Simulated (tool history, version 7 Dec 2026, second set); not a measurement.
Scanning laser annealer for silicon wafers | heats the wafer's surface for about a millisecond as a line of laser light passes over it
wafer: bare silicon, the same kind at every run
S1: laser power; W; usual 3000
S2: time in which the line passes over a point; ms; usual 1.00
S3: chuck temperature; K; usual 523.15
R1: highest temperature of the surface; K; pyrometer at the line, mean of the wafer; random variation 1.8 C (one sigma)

{"run": 1, "hour": 0.0, "S1": 3000, "S2": 1.0, "S3": 523.15, "R1": 1200.15}
{"run": 2, "hour": 7.7, "S1": 3000, "S2": 1.0, "S3": 523.15, "R1": 1196.15}
{"run": 3, "hour": 12.8, "S1": 3000, "S2": 1.0, "S3": 523.15, "R1": 1199.15}
{"run": 4, "hour": 19.0, "S1": 3000, "S2": 1.0, "S3": 523.15, "R1": 1197.15}
{"run": 5, "hour": 25.4, "S1": 3000, "S2": 1.0, "S3": 523.15, "R1": 1200.15}
{"run": 6, "hour": 29.8, "S1": 3000, "S2": 1.0, "S3": 523.15, "R1": 1195.15}
{"run": 7, "hour": 38.5, "S1": 3000, "S2": 1.0, "S3": 523.15, "R1": 1195.15}
{"run": 8, "hour": 45.9, "S1": 3000, "S2": 1.0, "S3": 523.15, "R1": 1196.15}
{"run": 9, "hour": 53.1, "S1": 3000, "S2": 1.0, "S3": 523.15, "R1": 1200.15}
{"run": 10, "hour": 56.9, "S1": 3229, "S2": 1.0, "S3": 523.15, "R1": 1266.15}
{"run": 11, "hour": 62.8, "S1": 3229, "S2": 1.0, "S3": 548.15, "R1": 1290.15}
{"run": 12, "hour": 70.5, "S1": 3000, "S2": 1.0, "S3": 523.15, "R1": 1196.15}
{"run": 13, "hour": 74.7, "S1": 3000, "S2": 1.0, "S3": 490.15, "R1": 1163.15}
{"hour": 80.1, "done": "optics aligned, line set to its width"}
{"run": 14, "hour": 85.0, "S1": 2664, "S2": 0.79, "S3": 523.15, "R1": 1032.15}
{"run": 15, "hour": 89.3, "S1": 2664, "S2": 0.76, "S3": 530.15, "R1": 1031.15}
{"hour": 99.2, "done": "optics aligned, line set to its width, once more"}
{"run": 16, "hour": 101.4, "S1": 2958, "S2": 0.9, "S3": 495.15, "R1": 1149.15}
{"run": 17, "hour": 108.5, "S1": 2958, "S2": 0.9, "S3": 495.15, "R1": 1143.15}
{"run": 18, "hour": 112.5, "S1": 3020, "S2": 1.15, "S3": 523.15, "R1": 1268.15}
{"run": 19, "hour": 116.3, "S1": 3020, "S2": 1.05, "S3": 523.15, "R1": 1241.15}
{"run": 20, "hour": 121.1, "S1": 2948, "S2": 1.02, "S3": 504.15, "R1": 1190.15}
{"run": 21, "hour": 128.0, "S1": 3000, "S2": 0.84, "S3": 556.15, "R1": 1203.15}
{"run": 22, "hour": 132.0, "S1": 3089, "S2": 0.9, "S3": 523.15, "R1": 1212.15}
{"run": 23, "hour": 138.3, "S1": 2758, "S2": 1.0, "S3": 510.15, "R1": 1132.15}
{"run": 24, "hour": 145.1, "S1": 2758, "S2": 1.0, "S3": 510.15, "R1": 1131.15}
{"run": 25, "hour": 152.5, "S1": 2758, "S2": 1.0, "S3": 510.15, "R1": 1131.15}

3 ways to go on from here, each from the tool as it stands after run 25. What would each give?
{"run": "A", "hour": 159.8, "S1": 2758, "S2": 0.82, "S3": 508.15, "R1": "?"}
{"run": "B", "hour": 159.8, "S1": 3000, "S2": 0.96, "S3": 553.15, "R1": "?"}
{"run": "C", "hour": 159.8, "S1": 3226, "S2": 1.03, "S3": 523.15, "R1": "?"}

run=A R1=1080.15
run=B R1=1237.15
run=C R1=1297.15
Without the tool's hidden state the same runs would have given:
run=A R1=1107.15
run=B R1=1269.15
run=C R1=1333.15
